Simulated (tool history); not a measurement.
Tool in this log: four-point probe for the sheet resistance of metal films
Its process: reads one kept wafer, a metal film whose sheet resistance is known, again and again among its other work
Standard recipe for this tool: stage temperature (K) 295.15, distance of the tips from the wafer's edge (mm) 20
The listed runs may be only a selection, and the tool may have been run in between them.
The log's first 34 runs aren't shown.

run    hour  stage temperature (K)  distance of the tips from the wafer's edge (mm)  sheet resistance as the instrument gives it (ohm/square)
 35  1457.9                 297.15                                                4                                                  0.031372
 36  1488.9                 297.15                                                4                                                  0.031368
 37  1538.1                 297.15                                                4                                                  0.031353
 38  1593.0                 297.15                                                4                                                  0.031328
 39  1616.9                 307.15                                                9                                                  0.031218
 40  1646.9                 301.15                                               19                                                  0.031105
 41  1683.9                 301.15                                               19                                                  0.031104
 42  1714.3                 303.15                                                5                                                  0.031272
 43  1757.8                 303.15                                                5                                                  0.031267

5 options for the next run, each taken on its own from the tool as it stands now. Forecast them:
     1781.7  -- stage's thermometer calibrated
  A  1814.7                 295.15                                               12                                                         ?
     1781.7  -- stage's thermometer calibrated
  B  1814.7                 299.15                                                7                                                         ?
     1781.7  -- stage's thermometer calibrated
  C  1814.7                 302.15                                                4                                                         ?
     1781.7  -- stage's thermometer calibrated
  D  1814.7                 296.15                                               16                                                         ?
     1781.7  -- stage's thermometer calibrated
  E  1814.7                 297.15                                               18                                                         ?

run  sheet resistance as the instrument gives it (ohm/square)
  A                                                  0.030981
  B                                                  0.031084
  C                                                  0.031282
  D                                                  0.030979
  E                                                  0.030991
Without the tool's unlogged condition, the same runs would have read:
run  sheet resistance as the instrument gives it (ohm/square)
  A                                                  0.031316
  B                                                  0.031421
  C                                                  0.031621
  D                                                  0.031315
  E                                                  0.031326
